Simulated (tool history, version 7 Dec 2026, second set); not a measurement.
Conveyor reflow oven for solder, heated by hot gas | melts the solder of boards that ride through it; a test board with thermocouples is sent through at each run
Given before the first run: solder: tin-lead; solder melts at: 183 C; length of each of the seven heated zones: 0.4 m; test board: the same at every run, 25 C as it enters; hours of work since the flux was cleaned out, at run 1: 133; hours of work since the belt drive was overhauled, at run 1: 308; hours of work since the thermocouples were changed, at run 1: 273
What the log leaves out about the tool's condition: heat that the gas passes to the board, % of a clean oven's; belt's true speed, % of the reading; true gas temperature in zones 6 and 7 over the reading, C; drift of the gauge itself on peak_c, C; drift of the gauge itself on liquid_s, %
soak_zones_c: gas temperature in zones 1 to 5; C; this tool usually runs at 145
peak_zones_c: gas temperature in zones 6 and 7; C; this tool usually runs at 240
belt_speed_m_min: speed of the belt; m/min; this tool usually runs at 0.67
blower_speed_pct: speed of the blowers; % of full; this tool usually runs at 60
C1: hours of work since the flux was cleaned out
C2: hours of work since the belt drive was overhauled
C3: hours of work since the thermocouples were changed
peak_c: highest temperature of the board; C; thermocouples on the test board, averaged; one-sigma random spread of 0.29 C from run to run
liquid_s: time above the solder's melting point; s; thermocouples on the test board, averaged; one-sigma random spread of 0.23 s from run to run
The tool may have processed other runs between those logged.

Run 1, hour 0: usual settings; C1 133; C2 308; C3 273. Result: peak_c 216.8 C, liquid_s 54.9 s.
Run 2, hour 32.7: usual settings; C1 148; C2 323; C3 289. Result: peak_c 216.9 C, liquid_s 54.6 s.
Run 3, hour 63.1: usual settings; C1 162; C2 338; C3 303. Result: peak_c 216.5 C, liquid_s 54.4 s.
Run 4, hour 101.9: usual settings but soak_zones_c 141 C; C1 181; C2 356; C3 321. Result: peak_c 215.3 C, liquid_s 52.2 s.
Run 5, hour 137.5: usual settings but soak_zones_c 141 C; C1 197; C2 373; C3 338. Result: peak_c 215.6 C, liquid_s 52.5 s.
Run 6, hour 167.4: usual settings but soak_zones_c 134 C; C1 211; C2 387; C3 352. Result: peak_c 213.9 C, liquid_s 48.6 s.
Run 7, hour 221.3: usual settings but soak_zones_c 134 C, peak_zones_c 229 C; C1 237; C2 412; C3 377. Result: peak_c 205.1 C, liquid_s 39.9 s.
Run 8, hour 253.5: usual settings but soak_zones_c 134 C, peak_zones_c 229 C, belt_speed_m_min 0.587 m/min; C1 252; C2 427; C3 392. Result: peak_c 209.5 C, liquid_s 52.3 s.
Run 9, hour 306: usual settings but soak_zones_c 134 C, peak_zones_c 229 C, belt_speed_m_min 0.587 m/min; C1 276; C2 451; C3 417. Result: peak_c 209 C, liquid_s 52.1 s.
Run 10, hour 346.9: usual settings but soak_zones_c 134 C, peak_zones_c 229 C, belt_speed_m_min 0.587 m/min; C1 295; C2 471; C3 436. Result: peak_c 209.2 C, liquid_s 52.2 s.
Run 11, hour 377.1: usual settings; C1 309; C2 485; C3 450. Result: peak_c 215.7 C, liquid_s 54 s.
Run 12, hour 431.5: usual settings but peak_zones_c 239 C; C1 335; C2 510; C3 475. Result: peak_c 215.4 C, liquid_s 53.3 s.
Run 13, hour 477.9: usual settings but soak_zones_c 135 C, peak_zones_c 228 C, blower_speed_pct 77 % of full; C1 357; C2 532; C3 497. Result: peak_c 206.9 C, liquid_s 43.7 s.
Run 14, hour 532.6: usual settings but soak_zones_c 135 C, blower_speed_pct 77 % of full; C1 382; C2 558; C3 523. Result: peak_c 217 C, liquid_s 51.4 s.
Run 15, hour 572.2: usual settings but soak_zones_c 136 C, peak_zones_c 252 C, belt_speed_m_min 0.794 m/min, blower_speed_pct 81 % of full; C1 401; C2 576; C3 541. Result: peak_c 220.3 C, liquid_s 45.3 s.
At hour 609.7: flux residue cleaned out of gas plates and filters.
Run 16, hour 638.7: usual settings but soak_zones_c 136 C, peak_zones_c 252 C, belt_speed_m_min 0.794 m/min, blower_speed_pct 81 % of full; C1 14; C2 605; C3 570. Result: peak_c 223.4 C, liquid_s 47.6 s.
Run 17, hour 689: usual settings but soak_zones_c 159 C, peak_zones_c 252 C, belt_speed_m_min 0.774 m/min, blower_speed_pct 81 % of full; C1 37; C2 628; C3 594. Result: peak_c 229.4 C, liquid_s 59.9 s.
Run 18, hour 746.9: usual settings but soak_zones_c 159 C, peak_zones_c 252 C, belt_speed_m_min 0.774 m/min, blower_speed_pct 81 % of full; C1 64; C2 656; C3 621. Result: peak_c 229.6 C, liquid_s 59.6 s.
Run 19, hour 804: usual settings but belt_speed_m_min 0.544 m/min; C1 91; C2 682; C3 647. Result: peak_c 223.6 C, liquid_s 75 s.
Run 20, hour 850.1: usual settings but belt_speed_m_min 0.721 m/min; C1 113; C2 704; C3 669. Result: peak_c 213.7 C, liquid_s 48.9 s.
Run 21, hour 910.8: usual settings but soak_zones_c 132 C, peak_zones_c 233 C, belt_speed_m_min 0.721 m/min, blower_speed_pct 51 % of full; C1 141; C2 732; C3 697. Result: peak_c 201.8 C, liquid_s 32.6 s.
Run 22, hour 951.9: usual settings but soak_zones_c 155 C; C1 160; C2 752; C3 717. Result: peak_c 218.9 C, liquid_s 60.6 s.
Run 23, hour 1003: usual settings but soak_zones_c 156 C, belt_speed_m_min 0.687 m/min, blower_speed_pct 87 % of full; C1 184; C2 776; C3 741. Result: peak_c 223.1 C, liquid_s 62.9 s.
Run 24, hour 1037.3: usual settings but soak_zones_c 156 C, belt_speed_m_min 0.687 m/min, blower_speed_pct 87 % of full; C1 200; C2 792; C3 757. Result: peak_c 222.9 C, liquid_s 62.6 s.

4 ways to go on from here, each from the tool as it stands after run 24. What would each give?
Run A, hour 1077.1: usual settings but soak_zones_c 156 C, peak_zones_c 236 C, belt_speed_m_min 0.687 m/min, blower_speed_pct 87 % of full; C1 219; C2 810; C3 775. Result: peak_c ?, liquid_s ?.
Run B, hour 1077.1: usual settings but soak_zones_c 160 C; C1 219; C2 810; C3 775. Result: peak_c ?, liquid_s ?.
Run C, hour 1077.1: usual settings but peak_zones_c 237 C, belt_speed_m_min 0.678 m/min, blower_speed_pct 86 % of full; C1 219; C2 810; C3 775. Result: peak_c ?, liquid_s ?.
Run D, hour 1077.1: usual settings but soak_zones_c 146 C, blower_speed_pct 62 % of full; C1 219; C2 810; C3 775. Result: peak_c ?, liquid_s ?.

run  peak_c  liquid_s
  A   219.9      61.1
  B   219.6      63.7
  C   218.1      56.4
  D   217.2      55.7
With the hidden condition removed and each run's random variation left untouched, the same runs would have given:
run  peak_c  liquid_s
  A   222.2      61.9
  B   221.6      64.5
  C   220.4      57.5
  D   219.4      56.9

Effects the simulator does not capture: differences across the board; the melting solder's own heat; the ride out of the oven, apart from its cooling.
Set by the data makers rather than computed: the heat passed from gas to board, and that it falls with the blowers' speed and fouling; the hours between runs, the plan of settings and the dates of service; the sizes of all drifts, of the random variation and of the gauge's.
